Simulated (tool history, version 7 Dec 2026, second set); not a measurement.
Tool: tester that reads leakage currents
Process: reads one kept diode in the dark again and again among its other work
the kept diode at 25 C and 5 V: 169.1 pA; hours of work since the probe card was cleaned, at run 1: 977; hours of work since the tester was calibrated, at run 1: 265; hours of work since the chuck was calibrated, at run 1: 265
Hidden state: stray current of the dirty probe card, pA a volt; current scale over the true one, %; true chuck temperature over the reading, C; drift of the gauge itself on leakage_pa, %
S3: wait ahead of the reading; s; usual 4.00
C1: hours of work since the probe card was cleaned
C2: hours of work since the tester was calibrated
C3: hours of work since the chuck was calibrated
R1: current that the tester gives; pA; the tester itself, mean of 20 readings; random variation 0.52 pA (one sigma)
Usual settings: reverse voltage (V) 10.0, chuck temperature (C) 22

Run 1, hour 0.0: usual settings; C1 977; C2 265; C3 265. Result: R1 193.65 pA.
Run 2, hour 95.7: usual settings; C1 1037; C2 326; C3 326. Result: R1 194.11 pA.
Run 3, hour 164.8: usual settings but reverse voltage (V) 3.2; C1 1081; C2 370; C3 370. Result: R1 112.73 pA.
Run 4, hour 269.5: usual settings; C1 1148; C2 436; C3 436. Result: R1 197.02 pA.
Run 5, hour 363.7: usual settings; C1 1208; C2 496; C3 496. Result: R1 198.22 pA.
Run 6, hour 438.3: usual settings but S3 3.12 s; C1 1255; C2 544; C3 544. Result: R1 199.73 pA.
Run 7, hour 495.3: usual settings but S3 3.12 s; C1 1291; C2 580; C3 580. Result: R1 201.15 pA.
Run 8, hour 556.8: usual settings but chuck temperature (C) 48; C1 1330; C2 619; C3 619. Result: R1 1762.92 pA.
Run 9, hour 656.8: usual settings but chuck temperature (C) 48, S3 0.85 s; C1 1394; C2 682; C3 682. Result: R1 1780.18 pA.
Run 10, hour 703.6: usual settings; C1 1423; C2 712; C3 712. Result: R1 204.02 pA.
Run 11, hour 759.5: usual settings but reverse voltage (V) 2.4; C1 1459; C2 748; C3 748. Result: R1 101.77 pA.
Run 12, hour 820.1: usual settings but reverse voltage (V) 3.3; C1 1497; C2 786; C3 786. Result: R1 119.11 pA.
Run 13, hour 885.9: usual settings but reverse voltage (V) 1.1; C1 1539; C2 828; C3 828. Result: R1 71.49 pA.
Run 14, hour 931.9: usual settings but reverse voltage (V) 1.1; C1 1568; C2 857; C3 857. Result: R1 71.86 pA.
Run 15, hour 1019.5: usual settings but reverse voltage (V) 3.7, S3 2.12 s; C1 1624; C2 913; C3 913. Result: R1 127.49 pA.
Run 16, hour 1108.2: usual settings but chuck temperature (C) 27; C1 1680; C2 969; C3 969. Result: R1 317.49 pA.
At hour 1145.5: probe card cleaned and baked.
Run 17, hour 1171.2: usual settings but reverse voltage (V) 3.6, chuck temperature (C) 31, S3 2.50 s; C1 16; C2 1007; C3 1007. Result: R1 268.74 pA.
Run 18, hour 1275.8: usual settings but reverse voltage (V) 4.6, chuck temperature (C) 21, S3 2.52 s; C1 83; C2 1074; C3 1074. Result: R1 119.70 pA.
Run 19, hour 1351.9: usual settings but reverse voltage (V) 4.6, chuck temperature (C) 21, S3 2.52 s; C1 131; C2 1122; C3 1122. Result: R1 120.15 pA.
Run 20, hour 1419.0: usual settings but reverse voltage (V) 2.1, chuck temperature (C) 45, S3 0.82 s; C1 174; C2 1165; C3 1165. Result: R1 707.49 pA.
Run 21, hour 1469.4: usual settings but reverse voltage (V) 2.1, chuck temperature (C) 45, S3 0.82 s; C1 206; C2 1197; C3 1197. Result: R1 708.66 pA.
Run 22, hour 1537.3: usual settings but reverse voltage (V) 2.7; C1 249; C2 1240; C3 1240. Result: R1 105.41 pA.
Run 23, hour 1582.5: usual settings but chuck temperature (C) 39, S3 3.47 s; C1 278; C2 1268; C3 1268. Result: R1 855.10 pA.
Run 24, hour 1670.7: usual settings but chuck temperature (C) 39, S3 3.47 s; C1 334; C2 1324; C3 1324. Result: R1 857.43 pA.
Run 25, hour 1741.1: usual settings but reverse voltage (V) 3.1, chuck temperature (C) 52, S3 7.07 s; C1 378; C2 1369; C3 1369. Result: R1 1477.38 pA.
Run 26, hour 1832.4: usual settings but reverse voltage (V) 3.1, chuck temperature (C) 52, S3 7.07 s; C1 436; C2 1427; C3 1427. Result: R1 1484.65 pA.
Run 27, hour 1927.2: usual settings but reverse voltage (V) 2.3, chuck temperature (C) 50, S3 0.61 s; C1 496; C2 1487; C3 1487. Result: R1 1118.31 pA.

How the hidden state differs across the entries between the runs, from the last listed run before each to the first after it:
Between runs 16 and 17: probe card cleaned and baked (hour 1145.5)
  stray current of the dirty probe card, pA a volt: 2.855 -> 0.049; current scale over the true one, %: -1.1 -> -1.14; true chuck temperature over the reading, C: 0.65 -> 0.68
  measured less the result without the state, R1: +41.68 -> +13.04 pA
